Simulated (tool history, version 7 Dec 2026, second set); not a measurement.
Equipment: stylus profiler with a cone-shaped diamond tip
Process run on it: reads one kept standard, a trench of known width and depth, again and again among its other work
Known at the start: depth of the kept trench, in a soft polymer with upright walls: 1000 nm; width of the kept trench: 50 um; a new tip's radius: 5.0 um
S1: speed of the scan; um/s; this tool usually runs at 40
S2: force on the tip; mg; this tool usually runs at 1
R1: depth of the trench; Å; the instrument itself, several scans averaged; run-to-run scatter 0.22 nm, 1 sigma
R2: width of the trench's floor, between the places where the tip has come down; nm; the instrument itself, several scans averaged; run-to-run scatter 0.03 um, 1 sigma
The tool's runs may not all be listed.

run,hour,S1,S2,R1,R2
1,0,40,1,10054.2,42760
2,37.6,40,1,10054.4,42650
3,110.7,40,1,10053.3,42600
4,191.7,40,1,10057.3,42480
5,233.3,40,1.71,10078,42490
6,316.1,40,1,10054.1,42360
7,386.4,47,0.42,10039.2,42020
8,437.4,13,2.08,10088.1,42420
9,518.1,40,2.75,10102.3,42240
10,556.7,40,2.75,10098.5,42180
11,631,17,0.78,10053.9,42190

Alternative continuations, all from the tool just after run 11; predict every row:
A,670.4,10,2.67,?,?
B,670.4,89,1.72,?,?
C,670.4,102,1,?,?
D,670.4,26,1,?,?

run,R1,R2
A,10102.9,42200
B,10080.1,41650
C,10063.9,41450
D,10062.3,42020
With the hidden condition removed and each run's random variation left untouched, the same runs would have given:
run,R1,R2
A,10082.9,43930
B,10060.1,43390
C,10044,43180
D,10042.4,43760

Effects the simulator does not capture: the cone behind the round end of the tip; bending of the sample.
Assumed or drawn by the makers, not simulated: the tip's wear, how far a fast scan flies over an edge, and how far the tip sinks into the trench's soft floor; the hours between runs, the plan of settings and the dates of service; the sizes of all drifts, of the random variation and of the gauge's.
